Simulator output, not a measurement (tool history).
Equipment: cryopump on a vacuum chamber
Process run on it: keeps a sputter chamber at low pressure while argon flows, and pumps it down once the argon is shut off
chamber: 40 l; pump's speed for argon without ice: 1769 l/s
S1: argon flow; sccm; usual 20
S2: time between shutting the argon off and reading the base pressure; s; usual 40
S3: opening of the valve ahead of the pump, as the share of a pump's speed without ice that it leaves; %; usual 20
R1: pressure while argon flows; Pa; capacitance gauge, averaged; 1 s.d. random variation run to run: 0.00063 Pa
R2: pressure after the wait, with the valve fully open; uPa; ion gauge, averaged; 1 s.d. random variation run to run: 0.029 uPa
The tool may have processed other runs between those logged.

run    hour  S1   S2  S3      R1    R2
  1       0  20   40  20  0.0955  1.62
  2    64.2  20   22  20  0.0975  2.69
  3    99.3  20   22  20  0.0966   2.8
  4   145.9  20   40  20  0.0974  1.73
  5   220.8  20   40  20  0.0979  1.79
  6   284.9  20   40  20  0.0978  1.86
  7   317.5  20   40  20  0.0976  1.85
  8   375.2  20   40  20  0.0986  1.87
  9   439.8  20   69  20  0.0992  1.32
 10   501.3  20   25  20  0.0999  2.63
 11   571.4  20   25  20  0.1009  2.62
 12   637.4  19   78  20  0.0956  1.29
 13   692.5  20   40  20  0.1008  1.97
      739.4  -- pump warmed up, emptied and cooled again
 14   764.5  20   21  20  0.0963  2.95
 15   820.8   9   49  20   0.043  1.61
 16   851.9  10  248  42  0.0236  0.85
 17   906.8  20  122  20  0.0961  1.06
 18   955.1  21  109  31   0.067  1.12
 19  1021.6  24   91  49  0.0486  1.22

Forecast each of these 3 alternatives for the next run:
  A  1094.5  31  181  49   ?   ?
  B  1094.5  17   91  49   ?   ?
  C  1094.5  20  155  46   ?   ?

run      R1    R2
  A  0.0644     1
  B  0.0355  1.26
  C  0.0443  1.04
What these runs would have given with no unlogged condition in the tool:
run      R1    R2
  A  0.0606  0.44
  B  0.0333  0.69
  C  0.0418  0.47
